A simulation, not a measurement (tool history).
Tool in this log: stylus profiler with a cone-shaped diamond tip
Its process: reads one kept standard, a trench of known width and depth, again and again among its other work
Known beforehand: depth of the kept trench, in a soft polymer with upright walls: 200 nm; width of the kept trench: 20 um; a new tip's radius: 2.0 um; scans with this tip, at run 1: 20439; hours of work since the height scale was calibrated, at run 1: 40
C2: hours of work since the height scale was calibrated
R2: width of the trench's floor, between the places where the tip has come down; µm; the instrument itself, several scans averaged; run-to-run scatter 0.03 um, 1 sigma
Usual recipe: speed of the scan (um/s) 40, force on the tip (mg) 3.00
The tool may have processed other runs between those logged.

run 1 day=0.000 | speed_of_the_scan_(um/s)=40 force_on_the_tip_(mg)=3.00 | scans_with_this_tip=20439 C2=40 | depth_of_the_trench_(nm)=203.62 R2=18.04
run 2 day=3.012 | speed_of_the_scan_(um/s)=72 force_on_the_tip_(mg)=3.00 | scans_with_this_tip=20920 C2=82 | depth_of_the_trench_(nm)=203.56 R2=17.88
run 3 day=6.900 | speed_of_the_scan_(um/s)=72 force_on_the_tip_(mg)=3.00 | scans_with_this_tip=21542 C2=135 | depth_of_the_trench_(nm)=203.58 R2=17.93
run 4 day=9.329 | speed_of_the_scan_(um/s)=72 force_on_the_tip_(mg)=3.00 | scans_with_this_tip=21930 C2=168 | depth_of_the_trench_(nm)=203.48 R2=17.95
run 5 day=11.267 | speed_of_the_scan_(um/s)=72 force_on_the_tip_(mg)=3.00 | scans_with_this_tip=22240 C2=195 | depth_of_the_trench_(nm)=203.43 R2=17.87
run 6 day=13.567 | speed_of_the_scan_(um/s)=72 force_on_the_tip_(mg)=2.30 | scans_with_this_tip=22608 C2=226 | depth_of_the_trench_(nm)=203.07 R2=17.80
run 7 day=16.138 | speed_of_the_scan_(um/s)=72 force_on_the_tip_(mg)=2.30 | scans_with_this_tip=23018 C2=262 | depth_of_the_trench_(nm)=202.82 R2=17.83
run 8 day=19.817 | speed_of_the_scan_(um/s)=40 force_on_the_tip_(mg)=3.00 | scans_with_this_tip=23607 C2=312 | depth_of_the_trench_(nm)=203.52 R2=18.04
run 9 day=21.908 | speed_of_the_scan_(um/s)=40 force_on_the_tip_(mg)=3.00 | scans_with_this_tip=23941 C2=341 | depth_of_the_trench_(nm)=203.62 R2=18.05
run 10 day=25.579 | speed_of_the_scan_(um/s)=40 force_on_the_tip_(mg)=3.00 | scans_with_this_tip=24528 C2=391 | depth_of_the_trench_(nm)=203.44 R2=18.10
run 11 day=27.254 | speed_of_the_scan_(um/s)=40 force_on_the_tip_(mg)=3.00 | scans_with_this_tip=24796 C2=414 | depth_of_the_trench_(nm)=203.43 R2=18.08
run 12 day=31.083 | speed_of_the_scan_(um/s)=95 force_on_the_tip_(mg)=3.00 | scans_with_this_tip=25408 C2=466 | depth_of_the_trench_(nm)=203.55 R2=17.76
run 13 day=34.033 | speed_of_the_scan_(um/s)=95 force_on_the_tip_(mg)=3.00 | scans_with_this_tip=25880 C2=507 | depth_of_the_trench_(nm)=203.20 R2=17.82
run 14 day=37.808 | speed_of_the_scan_(um/s)=14 force_on_the_tip_(mg)=3.00 | scans_with_this_tip=26483 C2=559 | depth_of_the_trench_(nm)=203.46 R2=18.20
run 15 day=40.404 | speed_of_the_scan_(um/s)=40 force_on_the_tip_(mg)=3.00 | scans_with_this_tip=26898 C2=594 | depth_of_the_trench_(nm)=203.56 R2=18.01
run 16 day=43.662 | speed_of_the_scan_(um/s)=13 force_on_the_tip_(mg)=3.00 | scans_with_this_tip=27419 C2=639 | depth_of_the_trench_(nm)=203.44 R2=18.17
run 17 day=46.438 | speed_of_the_scan_(um/s)=13 force_on_the_tip_(mg)=3.00 | scans_with_this_tip=27863 C2=677 | depth_of_the_trench_(nm)=203.58 R2=18.18
run 18 day=48.929 | speed_of_the_scan_(um/s)=13 force_on_the_tip_(mg)=3.00 | scans_with_this_tip=28261 C2=711 | depth_of_the_trench_(nm)=203.60 R2=18.21
run 19 day=52.050 | speed_of_the_scan_(um/s)=40 force_on_the_tip_(mg)=2.39 | scans_with_this_tip=28760 C2=754 | depth_of_the_trench_(nm)=203.21 R2=18.03
run 20 day=56.021 | speed_of_the_scan_(um/s)=30 force_on_the_tip_(mg)=1.97 | scans_with_this_tip=29395 C2=808 | depth_of_the_trench_(nm)=202.63 R2=18.01
run 21 day=58.088 | speed_of_the_scan_(um/s)=66 force_on_the_tip_(mg)=3.27 | scans_with_this_tip=29725 C2=837 | depth_of_the_trench_(nm)=203.85 R2=17.95
run 22 day=61.171 | speed_of_the_scan_(um/s)=12 force_on_the_tip_(mg)=1.43 | scans_with_this_tip=30218 C2=879 | depth_of_the_trench_(nm)=202.47 R2=18.11
run 23 day=63.542 | speed_of_the_scan_(um/s)=12 force_on_the_tip_(mg)=1.43 | scans_with_this_tip=30597 C2=911 | depth_of_the_trench_(nm)=202.23 R2=18.12
run 24 day=65.617 | speed_of_the_scan_(um/s)=12 force_on_the_tip_(mg)=1.43 | scans_with_this_tip=30929 C2=940 | depth_of_the_trench_(nm)=202.23 R2=18.13
run 25 day=67.517 | speed_of_the_scan_(um/s)=12 force_on_the_tip_(mg)=1.43 | scans_with_this_tip=31233 C2=966 | depth_of_the_trench_(nm)=202.04 R2=18.12
-- day=69.725 new tip fitted, height scale calibrated
run 26 day=69.771 | speed_of_the_scan_(um/s)=16 force_on_the_tip_(mg)=2.75 | scans_with_this_tip=8 C2=1 | depth_of_the_trench_(nm)=203.39 R2=18.16
run 27 day=72.708 | speed_of_the_scan_(um/s)=16 force_on_the_tip_(mg)=2.75 | scans_with_this_tip=478 C2=41 | depth_of_the_trench_(nm)=203.34 R2=18.17
run 28 day=75.588 | speed_of_the_scan_(um/s)=16 force_on_the_tip_(mg)=2.75 | scans_with_this_tip=938 C2=80 | depth_of_the_trench_(nm)=203.41 R2=18.21
run 29 day=77.271 | speed_of_the_scan_(um/s)=16 force_on_the_tip_(mg)=2.75 | scans_with_this_tip=1207 C2=103 | depth_of_the_trench_(nm)=203.26 R2=18.18
run 30 day=79.521 | speed_of_the_scan_(um/s)=19 force_on_the_tip_(mg)=2.00 | scans_with_this_tip=1567 C2=134 | depth_of_the_trench_(nm)=202.52 R2=18.12
run 31 day=82.879 | speed_of_the_scan_(um/s)=19 force_on_the_tip_(mg)=2.00 | scans_with_this_tip=2104 C2=180 | depth_of_the_trench_(nm)=202.59 R2=18.15
run 32 day=85.150 | speed_of_the_scan_(um/s)=24 force_on_the_tip_(mg)=2.12 | scans_with_this_tip=2466 C2=211 | depth_of_the_trench_(nm)=202.70 R2=18.11
run 33 day=88.471 | speed_of_the_scan_(um/s)=24 force_on_the_tip_(mg)=2.12 | scans_with_this_tip=2997 C2=257 | depth_of_the_trench_(nm)=202.70 R2=18.15
run 34 day=91.671 | speed_of_the_scan_(um/s)=45 force_on_the_tip_(mg)=1.66 | scans_with_this_tip=3509 C2=301 | depth_of_the_trench_(nm)=202.67 R2=17.97
run 35 day=94.008 | speed_of_the_scan_(um/s)=11 force_on_the_tip_(mg)=1.90 | scans_with_this_tip=3883 C2=333 | depth_of_the_trench_(nm)=202.54 R2=18.16
run 36 day=97.312 | speed_of_the_scan_(um/s)=35 force_on_the_tip_(mg)=3.85 | scans_with_this_tip=4411 C2=378 | depth_of_the_trench_(nm)=204.32 R2=18.20
run 37 day=99.712 | speed_of_the_scan_(um/s)=79 force_on_the_tip_(mg)=3.85 | scans_with_this_tip=4795 C2=411 | depth_of_the_trench_(nm)=204.00 R2=17.88
run 38 day=102.975 | speed_of_the_scan_(um/s)=17 force_on_the_tip_(mg)=3.00 | scans_with_this_tip=5316 C2=456 | depth_of_the_trench_(nm)=203.55 R2=18.16

Branching from run 38: 5 alternative next runs. What would each branch give?
run A day=106.329 | speed_of_the_scan_(um/s)=40 force_on_the_tip_(mg)=4.41 | scans_with_this_tip=5853 C2=502 | depth_of_the_trench_(nm)=? R2=?
run B day=106.329 | speed_of_the_scan_(um/s)=70 force_on_the_tip_(mg)=4.75 | scans_with_this_tip=5853 C2=502 | depth_of_the_trench_(nm)=? R2=?
run C day=106.329 | speed_of_the_scan_(um/s)=23 force_on_the_tip_(mg)=7.42 | scans_with_this_tip=5853 C2=502 | depth_of_the_trench_(nm)=? R2=?
run D day=106.329 | speed_of_the_scan_(um/s)=22 force_on_the_tip_(mg)=1.10 | scans_with_this_tip=5853 C2=502 | depth_of_the_trench_(nm)=? R2=?
run E day=106.329 | speed_of_the_scan_(um/s)=17 force_on_the_tip_(mg)=2.52 | scans_with_this_tip=5853 C2=502 | depth_of_the_trench_(nm)=? R2=?

run=A depth_of_the_trench_(nm)=204.77 R2=18.07
run=B depth_of_the_trench_(nm)=204.76 R2=17.95
run=C depth_of_the_trench_(nm)=206.41 R2=18.18
run=D depth_of_the_trench_(nm)=201.82 R2=18.06
run=E depth_of_the_trench_(nm)=203.06 R2=18.18
Without the tool's hidden state the same runs would have given:
run=A depth_of_the_trench_(nm)=204.76 R2=18.08
run=B depth_of_the_trench_(nm)=204.75 R2=17.95
run=C depth_of_the_trench_(nm)=206.40 R2=18.18
run=D depth_of_the_trench_(nm)=201.81 R2=18.07
run=E depth_of_the_trench_(nm)=203.06 R2=18.19
